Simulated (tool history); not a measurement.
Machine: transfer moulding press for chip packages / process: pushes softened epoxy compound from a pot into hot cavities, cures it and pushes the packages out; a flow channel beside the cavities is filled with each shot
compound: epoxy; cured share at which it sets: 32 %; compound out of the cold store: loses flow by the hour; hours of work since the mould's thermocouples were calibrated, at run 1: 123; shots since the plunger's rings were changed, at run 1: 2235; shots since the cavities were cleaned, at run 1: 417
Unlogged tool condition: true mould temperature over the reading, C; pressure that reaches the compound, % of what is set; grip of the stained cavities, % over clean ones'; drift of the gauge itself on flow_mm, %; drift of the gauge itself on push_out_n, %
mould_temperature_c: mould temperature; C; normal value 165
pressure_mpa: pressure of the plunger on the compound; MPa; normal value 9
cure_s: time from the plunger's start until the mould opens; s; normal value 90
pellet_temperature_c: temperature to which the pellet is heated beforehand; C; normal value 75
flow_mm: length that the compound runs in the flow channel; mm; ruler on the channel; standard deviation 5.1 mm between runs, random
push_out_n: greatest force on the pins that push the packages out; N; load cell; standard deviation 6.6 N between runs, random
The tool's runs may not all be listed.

| run | hour | mould_temperature_c | pressure_mpa | cure_s | pellet_temperature_c | hours of work since the mould's thermocouples were calibrated | shots since the plunger's rings were changed | shots since the cavities were cleaned | incoming compound's hours out of the cold store | flow_mm | push_out_n |
|---|---|---|---|---|---|---|---|---|---|---|---|
| 1 | 0 | 165 | 9 | 90 | 75 | 123 | 2235 | 417 | 28.2 | 739 | 362 |
| 2 | 28.2 | 166 | 9 | 90 | 75 | 139 | 2575 | 757 | 32.2 | 717 | 402 |
|  | 43.6 | cavities cleaned with cleaning compound and waxed |
| 3 | 72.8 | 166 | 9 | 90 | 75 | 163 | 3096 | 352 | 8.7 | 780 | 334 |
|  | 118.4 | plunger's sealing rings changed |
| 4 | 120.2 | 166 | 7.41 | 90 | 75 | 188 | 22 | 895 | 35.3 | 679 | 402 |
|  | 126.9 | cavities cleaned with cleaning compound and waxed |
| 5 | 147 | 165 | 9 | 90 | 75 | 202 | 328 | 243 | 14.9 | 808 | 330 |
| 6 | 199.2 | 165 | 9 | 90 | 75 | 231 | 959 | 874 | 32.2 | 745 | 414 |
|  | 204.4 | cavities cleaned with cleaning compound and waxed |
| 7 | 243.8 | 165 | 9 | 90 | 75 | 255 | 1479 | 476 | 15.3 | 790 | 372 |
|  | 284 | cavities cleaned with cleaning compound and waxed |
| 8 | 299.1 | 165 | 9 | 90 | 75 | 284 | 2129 | 182 | 41.6 | 700 | 299 |
| 9 | 354.1 | 165 | 9 | 90 | 75 | 315 | 2793 | 846 | 40.4 | 696 | 410 |
|  | 360.8 | mould's thermocouples calibrated |
|  | 366.3 | cavities cleaned with cleaning compound and waxed |
| 10 | 392.5 | 165 | 9 | 90 | 75 | 17 | 3214 | 315 | 43.8 | 693 | 341 |
|  | 429 | plunger's sealing rings changed |
|  | 446.4 | cavities cleaned with cleaning compound and waxed |
| 11 | 446.4 | 165 | 9 | 90 | 75 | 44 | 192 | 0 | 25.5 | 773 | 255 |
| 12 | 477.2 | 165 | 7.43 | 90 | 75 | 61 | 564 | 372 | 40.9 | 662 | 347 |
| 13 | 515.4 | 165 | 9 | 90 | 75 | 83 | 1026 | 834 | 37.9 | 730 | 421 |
|  | 524.3 | cavities cleaned with cleaning compound and waxed |
| 14 | 567.3 | 165 | 9 | 90 | 75 | 111 | 1635 | 520 | 42 | 721 | 365 |
| 15 | 596.7 | 165 | 9 | 90 | 75 | 127 | 1990 | 875 | 14.4 | 771 | 465 |
|  | 601.5 | cavities cleaned with cleaning compound and waxed |
| 16 | 654.1 | 169 | 6.95 | 115 | 79 | 158 | 2665 | 636 | 13.8 | 671 | 303 |
|  | 679.7 | cavities cleaned with cleaning compound and waxed |
| 17 | 698.1 | 169 | 6.95 | 115 | 79 | 181 | 3178 | 222 | 35 | 615 | 239 |
| 18 | 727.6 | 163 | 9.31 | 115 | 79 | 198 | 3534 | 578 | 38.2 | 720 | 314 |
|  | 734.9 | plunger's sealing rings changed |
|  | 760.7 | cavities cleaned with cleaning compound and waxed |
| 19 | 781.7 | 158 | 9 | 125 | 71 | 225 | 547 | 254 | 29.3 | 787 | 296 |
| 20 | 823.9 | 163 | 9.51 | 113 | 83 | 249 | 1057 | 764 | 19.9 | 809 | 348 |
|  | 840 | cavities cleaned with cleaning compound and waxed |
| 21 | 859.4 | 165 | 9.15 | 90 | 83 | 268 | 1467 | 234 | 18.3 | 778 | 321 |
| 22 | 912.2 | 165 | 9.15 | 90 | 83 | 297 | 2105 | 872 | 28.5 | 737 | 419 |
|  | 918 | cavities cleaned with cleaning compound and waxed |
|  | 954 | mould's thermocouples calibrated |
| 23 | 961.7 | 162 | 8.44 | 90 | 71 | 4 | 2661 | 504 | 10.8 | 757 | 478 |
|  | 998.3 | cavities cleaned with cleaning compound and waxed |
| 24 | 1017.6 | 162 | 8.44 | 130 | 71 | 34 | 3319 | 234 | 35.2 | 685 | 246 |
|  | 1047 | plunger's sealing rings changed |
| 25 | 1069 | 162 | 8.44 | 89 | 71 | 62 | 266 | 824 | 12.7 | 798 | 546 |
|  | 1079.6 | cavities cleaned with cleaning compound and waxed |
| 26 | 1110.7 | 172 | 9 | 90 | 76 | 84 | 752 | 376 | 29.5 | 723 | 273 |
|  | 1159.8 | cavities cleaned with cleaning compound and waxed |
| 27 | 1163.9 | 172 | 9 | 90 | 76 | 112 | 1377 | 50 | 10.7 | 773 | 196 |
| 28 | 1189.9 | 165 | 9 | 123 | 75 | 127 | 1690 | 363 | 9.6 | 792 | 262 |

Forecast each of these 3 alternatives for the next run:
|  | 1236.6 | cavities cleaned with cleaning compound and waxed |
| A | 1244 | 165 | 9 | 129 | 83 | 156 | 2326 | 89 | 13.2 | ? | ? |
|  | 1236.6 | cavities cleaned with cleaning compound and waxed |
| B | 1244 | 171 | 9 | 123 | 75 | 156 | 2326 | 89 | 31.3 | ? | ? |
|  | 1236.6 | cavities cleaned with cleaning compound and waxed |
| C | 1244 | 165 | 9 | 92 | 75 | 156 | 2326 | 89 | 10.1 | ? | ? |

| run | flow_mm | push_out_n |
|---|---|---|
| A | 773 | 210 |
| B | 718 | 202 |
| C | 776 | 278 |
Without the tool's unlogged condition, the same runs would have read:
| run | flow_mm | push_out_n |
|---|---|---|
| A | 812 | 185 |
| B | 754 | 178 |
| C | 815 | 252 |
